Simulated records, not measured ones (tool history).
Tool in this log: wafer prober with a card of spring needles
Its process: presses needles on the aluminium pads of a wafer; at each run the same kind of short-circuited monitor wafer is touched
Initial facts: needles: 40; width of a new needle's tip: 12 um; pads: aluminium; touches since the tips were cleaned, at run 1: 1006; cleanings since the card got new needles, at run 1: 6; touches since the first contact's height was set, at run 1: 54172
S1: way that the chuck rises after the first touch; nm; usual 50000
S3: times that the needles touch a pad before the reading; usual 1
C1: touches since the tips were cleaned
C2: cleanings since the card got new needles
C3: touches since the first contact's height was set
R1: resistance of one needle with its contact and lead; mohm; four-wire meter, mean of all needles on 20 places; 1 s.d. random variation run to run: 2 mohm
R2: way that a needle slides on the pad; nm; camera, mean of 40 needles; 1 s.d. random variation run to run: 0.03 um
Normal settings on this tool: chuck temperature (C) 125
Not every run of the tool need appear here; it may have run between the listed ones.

{"run": 1, "hour": 0.0, "S1": 50000, "chuck temperature (C)": 125, "S3": 1, "C1": 1006, "C2": 6, "C3": 54172, "R1": 246, "R2": 7870}
{"run": 2, "hour": 8.7, "S1": 50000, "chuck temperature (C)": 125, "S3": 1, "C1": 3105, "C2": 6, "C3": 56271, "R1": 262, "R2": 7860}
{"run": 3, "hour": 16.8, "S1": 50000, "chuck temperature (C)": 125, "S3": 1, "C1": 5053, "C2": 6, "C3": 58219, "R1": 270, "R2": 7900}
{"hour": 28.9, "done": "tips cleaned on abrasive film"}
{"run": 4, "hour": 32.5, "S1": 50000, "chuck temperature (C)": 125, "S3": 1, "C1": 858, "C2": 7, "C3": 61987, "R1": 238, "R2": 7880}
{"run": 5, "hour": 47.3, "S1": 50000, "chuck temperature (C)": 125, "S3": 1, "C1": 4440, "C2": 7, "C3": 65569, "R1": 271, "R2": 7920}
{"run": 6, "hour": 55.9, "S1": 50000, "chuck temperature (C)": 119, "S3": 1, "C1": 6516, "C2": 7, "C3": 67645, "R1": 278, "R2": 7890}
{"hour": 61.2, "done": "tips cleaned on abrasive film"}
{"run": 7, "hour": 69.2, "S1": 50000, "chuck temperature (C)": 119, "S3": 1, "C1": 1953, "C2": 8, "C3": 70841, "R1": 256, "R2": 7930}
{"run": 8, "hour": 82.2, "S1": 50000, "chuck temperature (C)": 119, "S3": 1, "C1": 5080, "C2": 8, "C3": 73968, "R1": 273, "R2": 7870}
{"run": 9, "hour": 91.7, "S1": 50000, "chuck temperature (C)": 31, "S3": 1, "C1": 7371, "C2": 8, "C3": 76259, "R1": 270, "R2": 7910}
{"hour": 93.9, "done": "tips cleaned on abrasive film"}
{"run": 10, "hour": 106.9, "S1": 45000, "chuck temperature (C)": 125, "S3": 1, "C1": 3127, "C2": 9, "C3": 79896, "R1": 275, "R2": 7110}
{"run": 11, "hour": 113.6, "S1": 45000, "chuck temperature (C)": 125, "S3": 1, "C1": 4746, "C2": 9, "C3": 81515, "R1": 287, "R2": 7050}
{"hour": 125.9, "done": "tips cleaned on abrasive film"}
{"run": 12, "hour": 127.3, "S1": 45000, "chuck temperature (C)": 125, "S3": 1, "C1": 333, "C2": 10, "C3": 84811, "R1": 237, "R2": 7050}
{"run": 13, "hour": 143.0, "S1": 45000, "chuck temperature (C)": 37, "S3": 1, "C1": 4112, "C2": 10, "C3": 88590, "R1": 267, "R2": 7040}
{"hour": 158.5, "done": "tips cleaned on abrasive film"}
{"run": 14, "hour": 158.6, "S1": 45000, "chuck temperature (C)": 37, "S3": 1, "C1": 8, "C2": 11, "C3": 92335, "R1": 211, "R2": 7040}
{"run": 15, "hour": 168.9, "S1": 63000, "chuck temperature (C)": 57, "S3": 1, "C1": 2488, "C2": 11, "C3": 94815, "R1": 234, "R2": 9910}
{"run": 16, "hour": 181.5, "S1": 63000, "chuck temperature (C)": 57, "S3": 1, "C1": 5532, "C2": 11, "C3": 97859, "R1": 244, "R2": 9900}
{"run": 17, "hour": 188.9, "S1": 44000, "chuck temperature (C)": 116, "S3": 2, "C1": 7332, "C2": 11, "C3": 99659, "R1": 266, "R2": 6880}
{"hour": 191.3, "done": "tips cleaned on abrasive film"}
{"run": 18, "hour": 196.0, "S1": 44000, "chuck temperature (C)": 116, "S3": 2, "C1": 1146, "C2": 12, "C3": 101356, "R1": 241, "R2": 6880}
{"run": 19, "hour": 206.2, "S1": 59000, "chuck temperature (C)": 35, "S3": 2, "C1": 3603, "C2": 12, "C3": 103813, "R1": 223, "R2": 9250}
{"run": 20, "hour": 216.9, "S1": 59000, "chuck temperature (C)": 35, "S3": 2, "C1": 6189, "C2": 12, "C3": 106399, "R1": 230, "R2": 9240}
{"hour": 223.5, "done": "tips cleaned on abrasive film"}
{"run": 21, "hour": 224.4, "S1": 38000, "chuck temperature (C)": 36, "S3": 1, "C1": 210, "C2": 13, "C3": 108169, "R1": 220, "R2": 5930}
{"run": 22, "hour": 234.2, "S1": 65000, "chuck temperature (C)": 110, "S3": 1, "C1": 2573, "C2": 13, "C3": 110532, "R1": 248, "R2": 10190}
{"run": 23, "hour": 249.2, "S1": 65000, "chuck temperature (C)": 110, "S3": 1, "C1": 6205, "C2": 13, "C3": 114164, "R1": 256, "R2": 10150}
{"hour": 255.5, "done": "tips cleaned on abrasive film"}
{"run": 24, "hour": 263.7, "S1": 65000, "chuck temperature (C)": 110, "S3": 1, "C1": 1999, "C2": 14, "C3": 117648, "R1": 235, "R2": 10140}
{"run": 25, "hour": 275.1, "S1": 65000, "chuck temperature (C)": 39, "S3": 2, "C1": 4741, "C2": 14, "C3": 120390, "R1": 221, "R2": 10220}

Predict each of these 3 candidate next runs independently; none follows another, all start after run 25:
{"hour": 287.9, "done": "tips cleaned on abrasive film"}
{"run": "A", "hour": 288.3, "S1": 46000, "chuck temperature (C)": 119, "S3": 2, "C1": 97, "C2": 15, "C3": 123561, "R1": "?", "R2": "?"}
{"hour": 287.9, "done": "tips cleaned on abrasive film"}
{"run": "B", "hour": 288.3, "S1": 70000, "chuck temperature (C)": 48, "S3": 1, "C1": 97, "C2": 15, "C3": 123561, "R1": "?", "R2": "?"}
{"hour": 287.9, "done": "tips cleaned on abrasive film"}
{"run": "C", "hour": 288.3, "S1": 50000, "chuck temperature (C)": 72, "S3": 1, "C1": 97, "C2": 15, "C3": 123561, "R1": "?", "R2": "?"}

run=A R1=226 R2=7180
run=B R1=205 R2=10910
run=C R1=217 R2=7820
What these runs would have given with no unlogged condition in the tool:
run=A R1=222 R2=7330
run=B R1=201 R2=11070
run=C R1=211 R2=7970
